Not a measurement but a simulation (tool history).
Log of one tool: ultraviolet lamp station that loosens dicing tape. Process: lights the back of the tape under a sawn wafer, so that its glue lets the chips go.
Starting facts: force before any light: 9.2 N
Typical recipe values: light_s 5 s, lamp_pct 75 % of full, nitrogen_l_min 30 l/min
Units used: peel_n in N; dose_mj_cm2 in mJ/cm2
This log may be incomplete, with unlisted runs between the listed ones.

Run 1, hour 0.0: usual settings. Result: peel_n 1.337 N, dose_mj_cm2 233 mJ/cm2.
At hour 8.1: window cleaned of glue's vapour.
Run 2, hour 10.5: usual settings. Result: peel_n 0.938 N, dose_mj_cm2 277 mJ/cm2.
Run 3, hour 16.9: usual settings. Result: peel_n 0.960 N, dose_mj_cm2 274 mJ/cm2.
Run 4, hour 23.6: usual settings. Result: peel_n 0.961 N, dose_mj_cm2 269 mJ/cm2.
Run 5, hour 30.7: usual settings but nitrogen_l_min 36 l/min. Result: peel_n 0.886 N, dose_mj_cm2 272 mJ/cm2.
Run 6, hour 36.8: usual settings but nitrogen_l_min 36 l/min. Result: peel_n 0.888 N, dose_mj_cm2 267 mJ/cm2.
Run 7, hour 43.2: usual settings but nitrogen_l_min 36 l/min. Result: peel_n 0.868 N, dose_mj_cm2 266 mJ/cm2.
Run 8, hour 50.5: usual settings. Result: peel_n 1.026 N, dose_mj_cm2 265 mJ/cm2.
Run 9, hour 58.6: usual settings. Result: peel_n 1.054 N, dose_mj_cm2 264 mJ/cm2.
Run 10, hour 66.5: usual settings but lamp_pct 73 % of full, nitrogen_l_min 33 l/min. Result: peel_n 1.038 N, dose_mj_cm2 257 mJ/cm2.
Run 11, hour 72.0: usual settings but nitrogen_l_min 29 l/min. Result: peel_n 1.091 N, dose_mj_cm2 261 mJ/cm2.

What does the tool deliver on the next run?
Run 12, hour 77.1: usual settings but nitrogen_l_min 29 l/min. Result: peel_n ?, dose_mj_cm2 ?.

peel_n: 1.079 N
dose_mj_cm2: 257 mJ/cm2
With the hidden condition absent and the run-to-run variation left alone, this run would have shown peel_n 0.920 N, dose_mj_cm2 278 mJ/cm2.

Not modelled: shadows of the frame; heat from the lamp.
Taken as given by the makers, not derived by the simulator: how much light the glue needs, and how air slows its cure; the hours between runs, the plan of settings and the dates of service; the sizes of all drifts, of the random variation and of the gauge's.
